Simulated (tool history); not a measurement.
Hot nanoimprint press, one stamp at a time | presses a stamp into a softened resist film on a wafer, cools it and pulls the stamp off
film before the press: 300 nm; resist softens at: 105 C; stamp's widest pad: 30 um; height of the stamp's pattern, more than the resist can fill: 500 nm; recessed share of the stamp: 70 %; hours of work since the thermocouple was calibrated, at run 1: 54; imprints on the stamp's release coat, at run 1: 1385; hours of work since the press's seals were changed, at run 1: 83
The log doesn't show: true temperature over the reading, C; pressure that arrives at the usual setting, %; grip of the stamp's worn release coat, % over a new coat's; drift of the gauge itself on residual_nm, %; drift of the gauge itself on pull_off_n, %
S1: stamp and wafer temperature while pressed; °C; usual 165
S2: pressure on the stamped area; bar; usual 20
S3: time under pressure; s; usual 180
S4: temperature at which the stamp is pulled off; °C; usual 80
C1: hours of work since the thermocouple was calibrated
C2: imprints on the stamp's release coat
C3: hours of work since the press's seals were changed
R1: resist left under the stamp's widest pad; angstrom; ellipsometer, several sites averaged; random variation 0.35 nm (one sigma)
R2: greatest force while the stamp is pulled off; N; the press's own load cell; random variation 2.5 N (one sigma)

run   hour   S1    S2   S3  S4   C1    C2   C3    R1   R2
  1      0  165    20  180  80   54  1385   83  1544  112
  2   12.6  165    20  180  77   59  1417   89  1556  122
  3     29  165    20  180  77   66  1460   96  1534  127
  4     39  159    20  180  77   71  1486  100  1981  119
  5   48.5  159    20  180  77   75  1511  104  1968  120
  6   61.1  165    20  180  70   80  1544  110  1547  142
  7   70.7  170  13.5  120  70   85  1569  114  1689  142
  8   79.1  170  13.5  251  65   88  1591  118  1298  159
  9     92  170  13.5  251  65   94  1624  123  1298  165
 10  103.3  170  20.3  251  84   99  1654  128  1076  103
 11  111.7  156  29.1  180  80  103  1676  132  1976  114

3 ways to go on from here, each from the tool as it stands after run 11. What would each give?
  A  127.2  159  18.9  168  80  109  1716  139   ?   ?
  B  127.2  165  13.8  180  85  109  1716  139   ?   ?
  C  127.2  167  29.1  315  80  109  1716  139   ?   ?

run    R1   R2
  A  2052  113
  B  1793   97
  C   951  111
Without the tool's hidden state the same runs would have given:
run    R1   R2
  A  2040  112
  B  1782   96
  C   945  111
